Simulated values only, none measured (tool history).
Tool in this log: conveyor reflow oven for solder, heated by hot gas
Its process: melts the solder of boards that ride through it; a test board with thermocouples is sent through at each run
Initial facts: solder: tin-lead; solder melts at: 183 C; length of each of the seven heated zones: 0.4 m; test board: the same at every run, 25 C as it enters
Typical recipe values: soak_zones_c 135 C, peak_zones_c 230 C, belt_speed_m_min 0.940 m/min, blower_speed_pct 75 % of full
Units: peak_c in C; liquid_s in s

| run | hour | soak_zones_c | peak_zones_c | belt_speed_m_min | blower_speed_pct | peak_c | liquid_s |
|---|---|---|---|---|---|---|---|
| 1 | 0.0 | 135 | 230 | 0.940 | 75 | 213.1 | 35.9 |
| 2 | 11.8 | 135 | 230 | 0.940 | 75 | 213.3 | 35.5 |
| 3 | 23.6 | 135 | 230 | 0.940 | 75 | 213.3 | 35.4 |
| 4 | 39.2 | 135 | 230 | 0.940 | 75 | 213.3 | 35.5 |
| 5 | 46.2 | 135 | 230 | 0.940 | 75 | 213.0 | 35.6 |
| 6 | 57.9 | 135 | 230 | 0.940 | 75 | 212.9 | 34.9 |
| 7 | 68.1 | 135 | 230 | 0.940 | 75 | 212.7 | 35.7 |
| 8 | 83.7 | 135 | 230 | 0.940 | 75 | 213.1 | 35.0 |
| 9 | 97.5 | 135 | 230 | 0.940 | 75 | 212.5 | 35.2 |
| 10 | 108.4 | 135 | 230 | 0.940 | 75 | 212.2 | 35.4 |
| 11 | 123.4 | 141 | 240 | 0.750 | 75 | 228.1 | 55.7 |
| 12 | 133.9 | 141 | 242 | 0.750 | 75 | 231.0 | 56.5 |
| 13 | 142.8 | 135 | 233 | 0.940 | 75 | 215.2 | 36.4 |
|  | 157.7 | flux residue cleaned out of gas plates and filters |
| 14 | 163.7 | 149 | 230 | 1.042 | 88 | 217.0 | 37.9 |
| 15 | 176.8 | 149 | 230 | 1.042 | 88 | 216.4 | 37.1 |
| 16 | 184.1 | 128 | 233 | 0.891 | 86 | 220.5 | 40.6 |
| 17 | 192.3 | 128 | 244 | 0.891 | 76 | 226.6 | 43.4 |
| 18 | 206.4 | 135 | 223 | 0.938 | 69 | 206.8 | 31.0 |
| 19 | 217.9 | 135 | 223 | 0.938 | 69 | 206.1 | 31.5 |

Predict each of these 3 candidate next runs independently; none follows another, all start after run 19:
| A | 228.2 | 135 | 224 | 0.938 | 69 | ? | ? |
| B | 228.2 | 135 | 223 | 0.938 | 71 | ? | ? |
| C | 228.2 | 140 | 230 | 0.940 | 82 | ? | ? |

| run | peak_c | liquid_s |
|---|---|---|
| A | 206.8 | 31.1 |
| B | 206.9 | 31.6 |
| C | 216.7 | 39.0 |
With the hidden condition removed and each run's random variation left untouched, the same runs would have given:
| run | peak_c | liquid_s |
|---|---|---|
| A | 207.5 | 31.4 |
| B | 207.5 | 31.8 |
| C | 217.4 | 39.1 |
